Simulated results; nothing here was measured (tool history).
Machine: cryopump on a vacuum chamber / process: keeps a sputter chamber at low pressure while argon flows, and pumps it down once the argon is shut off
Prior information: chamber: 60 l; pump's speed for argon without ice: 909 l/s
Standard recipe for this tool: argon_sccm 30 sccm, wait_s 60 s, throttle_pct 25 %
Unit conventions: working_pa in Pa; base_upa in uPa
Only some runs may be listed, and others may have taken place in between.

{"run": 1, "hour": 0.0, "argon_sccm": 30, "wait_s": 60, "throttle_pct": 25, "working_pa": 0.2305, "base_upa": 4.25}
{"run": 2, "hour": 80.0, "argon_sccm": 30, "wait_s": 60, "throttle_pct": 25, "working_pa": 0.232, "base_upa": 4.27}
{"run": 3, "hour": 114.3, "argon_sccm": 30, "wait_s": 60, "throttle_pct": 25, "working_pa": 0.234, "base_upa": 4.21}
{"run": 4, "hour": 191.1, "argon_sccm": 30, "wait_s": 60, "throttle_pct": 25, "working_pa": 0.2359, "base_upa": 4.52}
{"run": 5, "hour": 234.5, "argon_sccm": 30, "wait_s": 60, "throttle_pct": 25, "working_pa": 0.2342, "base_upa": 4.49}
{"run": 6, "hour": 283.0, "argon_sccm": 30, "wait_s": 60, "throttle_pct": 25, "working_pa": 0.236, "base_upa": 4.59}
{"run": 7, "hour": 356.3, "argon_sccm": 30, "wait_s": 60, "throttle_pct": 25, "working_pa": 0.236, "base_upa": 4.45}
{"hour": 362.7, "done": "leaking fittings of the chamber tightened, without venting"}
{"hour": 438.4, "done": "pump warmed up, emptied and cooled again"}
{"run": 8, "hour": 444.9, "argon_sccm": 13, "wait_s": 43, "throttle_pct": 40, "working_pa": 0.0607, "base_upa": 3.8}
{"run": 9, "hour": 499.3, "argon_sccm": 23, "wait_s": 141, "throttle_pct": 60, "working_pa": 0.073, "base_upa": 1.35}
{"run": 10, "hour": 568.2, "argon_sccm": 47, "wait_s": 266, "throttle_pct": 23, "working_pa": 0.3822, "base_upa": 1}
{"run": 11, "hour": 607.8, "argon_sccm": 18, "wait_s": 137, "throttle_pct": 32, "working_pa": 0.1066, "base_upa": 1.56}
{"run": 12, "hour": 673.6, "argon_sccm": 18, "wait_s": 167, "throttle_pct": 46, "working_pa": 0.0743, "base_upa": 1.37}
{"run": 13, "hour": 715.5, "argon_sccm": 27, "wait_s": 165, "throttle_pct": 28, "working_pa": 0.1829, "base_upa": 1.38}
{"run": 14, "hour": 793.1, "argon_sccm": 13, "wait_s": 165, "throttle_pct": 18, "working_pa": 0.1371, "base_upa": 1.46}

Here are 4 independent what-if runs from the current tool condition. What would each one return?
{"run": "A", "hour": 856.2, "argon_sccm": 21, "wait_s": 132, "throttle_pct": 44, "working_pa": "?", "base_upa": "?"}
{"run": "B", "hour": 856.2, "argon_sccm": 30, "wait_s": 50, "throttle_pct": 22, "working_pa": "?", "base_upa": "?"}
{"run": "C", "hour": 856.2, "argon_sccm": 13, "wait_s": 239, "throttle_pct": 18, "working_pa": "?", "base_upa": "?"}
{"run": "D", "hour": 856.2, "argon_sccm": 13, "wait_s": 165, "throttle_pct": 34, "working_pa": "?", "base_upa": "?"}

run=A working_pa=0.0923 base_upa=1.71
run=B working_pa=0.2612 base_upa=3.5
run=C working_pa=0.138 base_upa=1.15
run=D working_pa=0.074 base_upa=1.53
With no hidden state in the tool, these same runs would have given:
run=A working_pa=0.0878 base_upa=1.46
run=B working_pa=0.2548 base_upa=3.25
run=C working_pa=0.1352 base_upa=0.91
run=D working_pa=0.0712 base_upa=1.28

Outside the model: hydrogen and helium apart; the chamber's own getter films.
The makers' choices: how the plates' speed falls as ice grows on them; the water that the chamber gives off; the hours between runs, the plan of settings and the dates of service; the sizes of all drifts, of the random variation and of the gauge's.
